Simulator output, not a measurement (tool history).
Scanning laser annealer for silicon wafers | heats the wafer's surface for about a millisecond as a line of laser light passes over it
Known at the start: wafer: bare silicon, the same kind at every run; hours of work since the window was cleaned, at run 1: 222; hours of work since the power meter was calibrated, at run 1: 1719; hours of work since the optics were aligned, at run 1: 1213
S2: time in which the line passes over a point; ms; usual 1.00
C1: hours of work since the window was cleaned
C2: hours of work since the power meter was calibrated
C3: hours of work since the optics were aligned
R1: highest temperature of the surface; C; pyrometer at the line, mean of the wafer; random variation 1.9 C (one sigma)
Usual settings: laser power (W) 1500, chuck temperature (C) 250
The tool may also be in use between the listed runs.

Run 1, hour 0.0: usual settings; C1 222; C2 1719; C3 1213. Result: R1 1046 C.
Run 2, hour 45.5: usual settings but laser power (W) 1328; C1 247; C2 1744; C3 1238. Result: R1 923 C.
At hour 72.7: optics aligned, line set to its width.
Run 3, hour 100.7: usual settings but laser power (W) 1328; C1 275; C2 1772; C3 15. Result: R1 939 C.
Run 4, hour 168.2: usual settings; C1 312; C2 1809; C3 53. Result: R1 1051 C.
Run 5, hour 215.8: usual settings; C1 339; C2 1836; C3 79. Result: R1 1047 C.
At hour 287.8: window over the wafer cleaned.
Run 6, hour 287.8: usual settings; C1 0; C2 1874; C3 118. Result: R1 1100 C.
Run 7, hour 363.8: usual settings but S2 0.97 ms; C1 42; C2 1916; C3 160. Result: R1 1084 C.
Run 8, hour 432.2: usual settings but laser power (W) 1494, S2 0.97 ms; C1 80; C2 1954; C3 197. Result: R1 1068 C.
Run 9, hour 473.4: usual settings but laser power (W) 1494, S2 0.97 ms; C1 102; C2 1977; C3 220. Result: R1 1064 C.
Run 10, hour 569.9: usual settings but laser power (W) 1494, S2 0.97 ms; C1 156; C2 2030; C3 273. Result: R1 1056 C.
Run 11, hour 668.1: usual settings but S2 0.77 ms; C1 210; C2 2084; C3 327. Result: R1 970 C.
Run 12, hour 746.0: usual settings but S2 0.77 ms; C1 253; C2 2127; C3 370. Result: R1 966 C.
Run 13, hour 836.2: usual settings but laser power (W) 1516, S2 1.20 ms, chuck temperature (C) 289; C1 303; C2 2177; C3 420. Result: R1 1167 C.
Run 14, hour 902.4: usual settings but laser power (W) 1646, S2 0.95 ms, chuck temperature (C) 228; C1 339; C2 2213; C3 457. Result: R1 1103 C.
At hour 977.5: window over the wafer cleaned.
Run 15, hour 980.0: usual settings but laser power (W) 1646, S2 0.95 ms, chuck temperature (C) 228; C1 1; C2 2255; C3 498. Result: R1 1158 C.
Run 16, hour 1046.1: usual settings but laser power (W) 1648, S2 1.15 ms, chuck temperature (C) 242; C1 38; C2 2292; C3 535. Result: R1 1253 C.
Run 17, hour 1125.7: usual settings but laser power (W) 1648, S2 1.04 ms, chuck temperature (C) 239; C1 82; C2 2335; C3 579. Result: R1 1196 C.
Run 18, hour 1172.0: usual settings but laser power (W) 1317, S2 0.90 ms, chuck temperature (C) 237; C1 107; C2 2361; C3 604. Result: R1 900 C.
Run 19, hour 1241.1: usual settings but laser power (W) 1396, S2 1.12 ms, chuck temperature (C) 265; C1 145; C2 2399; C3 643. Result: R1 1049 C.
Run 20, hour 1294.5: usual settings but laser power (W) 1605, S2 1.09 ms, chuck temperature (C) 260; C1 175; C2 2429; C3 672. Result: R1 1185 C.
Run 21, hour 1383.8: usual settings but laser power (W) 1514, chuck temperature (C) 259; C1 224; C2 2478; C3 721. Result: R1 1074 C.
Run 22, hour 1461.6: usual settings but laser power (W) 1514, chuck temperature (C) 259; C1 267; C2 2521; C3 764. Result: R1 1068 C.
Run 23, hour 1507.1: usual settings but S2 0.99 ms; C1 292; C2 2546; C3 789. Result: R1 1042 C.

3 ways to go on from here, each from the tool as it stands after run 23. What would each give?
Run A, hour 1602.0: usual settings but laser power (W) 1385, S2 0.84 ms, chuck temperature (C) 282; C1 345; C2 2598; C3 842. Result: R1 ?.
Run B, hour 1602.0: usual settings but laser power (W) 1589, S2 0.99 ms; C1 345; C2 2598; C3 842. Result: R1 ?.
Run C, hour 1602.0: usual settings but laser power (W) 1446, S2 0.83 ms; C1 345; C2 2598; C3 842. Result: R1 ?.

run    R1
  A   936
  B  1093
  C   941
Without the tool's hidden state the same runs would have given:
run    R1
  A   989
  B  1161
  C   997
